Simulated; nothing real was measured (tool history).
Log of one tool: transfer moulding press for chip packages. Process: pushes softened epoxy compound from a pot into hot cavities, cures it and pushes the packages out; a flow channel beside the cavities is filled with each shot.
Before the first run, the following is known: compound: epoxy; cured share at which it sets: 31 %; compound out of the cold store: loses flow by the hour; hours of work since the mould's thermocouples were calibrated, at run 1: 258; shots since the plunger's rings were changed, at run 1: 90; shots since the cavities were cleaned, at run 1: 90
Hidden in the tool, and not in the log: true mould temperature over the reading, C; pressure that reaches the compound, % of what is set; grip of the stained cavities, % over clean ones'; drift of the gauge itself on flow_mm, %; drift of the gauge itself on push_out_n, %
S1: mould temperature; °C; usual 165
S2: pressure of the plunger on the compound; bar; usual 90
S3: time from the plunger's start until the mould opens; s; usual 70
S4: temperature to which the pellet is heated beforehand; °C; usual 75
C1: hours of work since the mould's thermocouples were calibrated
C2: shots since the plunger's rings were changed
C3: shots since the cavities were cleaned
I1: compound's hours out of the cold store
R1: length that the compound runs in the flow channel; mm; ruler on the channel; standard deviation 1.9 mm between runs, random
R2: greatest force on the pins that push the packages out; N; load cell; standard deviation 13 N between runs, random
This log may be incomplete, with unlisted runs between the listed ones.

run   hour   S1     S2   S3  S4   C1    C2   C3    I1    R1    R2
  1      0  165     90   70  75  258    90   90  29.7   949   632
  2   19.8  165     90   70  75  269   375  375  45.3   867   730
      27.7  -- cavities cleaned with cleaning compound and waxed
  3   57.5  160     90   70  75  289   895  429  38.1   914  1053
      61.6  -- cavities cleaned with cleaning compound and waxed
  4   81.2  160     90   70  75  302  1213  282  21.1  1010  1064
      97.1  -- cavities cleaned with cleaning compound and waxed
  5  120.9  160     90   70  75  323  1762  342  18.2  1021  1132
     131.8  -- cavities cleaned with cleaning compound and waxed
     164.8  -- cavities cleaned with cleaning compound and waxed
  6  164.8  160     90   70  75  346  2349    0    41   891   791
  7  183.7  165     90   70  75  356  2621  272  20.3   986   744
     199.7  -- cavities cleaned with cleaning compound and waxed
  8  221.5  165     90   70  75  377  3141  312  36.6   889   706
     234.3  -- cavities cleaned with cleaning compound and waxed
  9  249.9  165     90   70  75  392  3529  225  26.5   944   738
     269.9  -- cavities cleaned with cleaning compound and waxed
 10  281.2  165  109.5   70  75  409  3957  162  43.1   943   660
     303.3  -- cavities cleaned with cleaning compound and waxed
     307.7  -- plunger's sealing rings changed
 11  307.7  165  105.8   70  75  421     0   27  17.9  1103   611
     313.4  -- mould's thermocouples calibrated
     341.1  -- cavities cleaned with cleaning compound and waxed
 12  341.1  165     90   70  75   15   431    0  45.2   864   559
 13  368.7  165     90   70  75   30   826  395  46.6   856   730
     375.7  -- cavities cleaned with cleaning compound and waxed
 14  392.4  157  102.8  109  73   43  1146  240  40.7   970   535
     409.5  -- cavities cleaned with cleaning compound and waxed
 15  434.5  157  105.7   65  71   65  1728  359   9.7  1179  1639
     445.7  -- cavities cleaned with cleaning compound and waxed
 16  453.1  166  105.7   65  71   75  1974  106  37.1   971   700
     479.8  -- cavities cleaned with cleaning compound and waxed
 17  484.9  166  105.7   65  71   92  2409   73  30.1  1010   687
     492.8  -- mould's thermocouples calibrated, once more
       517  -- cavities cleaned with cleaning compound and waxed
 18  527.3  165     90   72  79   18  2968  148  35.5   898   659
     552.1  -- cavities cleaned with cleaning compound and waxed
 19  569.7  165     90   72  79   41  3556  254  21.4   971   721
       586  -- cavities cleaned with cleaning compound and waxed
 20  604.1  161     90   70  74   60  4028  260  19.4   996  1046
     620.2  -- cavities cleaned with cleaning compound and waxed
     625.4  -- plunger's sealing rings changed
 21  635.3  161     90   70  74   75   142  181  38.2   917   878
     657.2  -- cavities cleaned with cleaning compound and waxed
 22  668.7  161     90   70  74   93   600  165  41.2   895   832
     691.6  -- cavities cleaned with cleaning compound and waxed
 23  693.9  161     90   70  74  106   942   34  33.3   938   786
     725.6  -- cavities cleaned with cleaning compound and waxed
 24  725.6  165  100.2   93  70  123  1375    0  37.2   948   456
     758.9  -- cavities cleaned with cleaning compound and waxed
 25  758.9  172  100.2   87  70  141  1831    0  29.1   975   428
       792  -- cavities cleaned with cleaning compound and waxed
 26    792  165     90   70  72  159  2285    0   9.9  1049   625

Alternative continuations, all from the tool just after run 26; predict every row:
  A   814  164    90  78  75  171  2602  317  24.6   ?   ?
  B   814  160    90  70  74  171  2602  317  20.9   ?   ?
  C   814  165    90  78  73  171  2602  317  36.5   ?   ?
  D   814  165  82.8  70  72  171  2602  317    25   ?   ?
  E   814  172  87.7  70  66  171  2602  317  11.8   ?   ?

run    R1    R2
  A   964   661
  B  1002  1147
  C   895   627
  D   918   780
  E  1003   597
Without the tool's unlogged condition, the same runs would have read:
run    R1   R2
  A   985  516
  B  1023  907
  C   914  486
  D   937  615
  E  1024  463

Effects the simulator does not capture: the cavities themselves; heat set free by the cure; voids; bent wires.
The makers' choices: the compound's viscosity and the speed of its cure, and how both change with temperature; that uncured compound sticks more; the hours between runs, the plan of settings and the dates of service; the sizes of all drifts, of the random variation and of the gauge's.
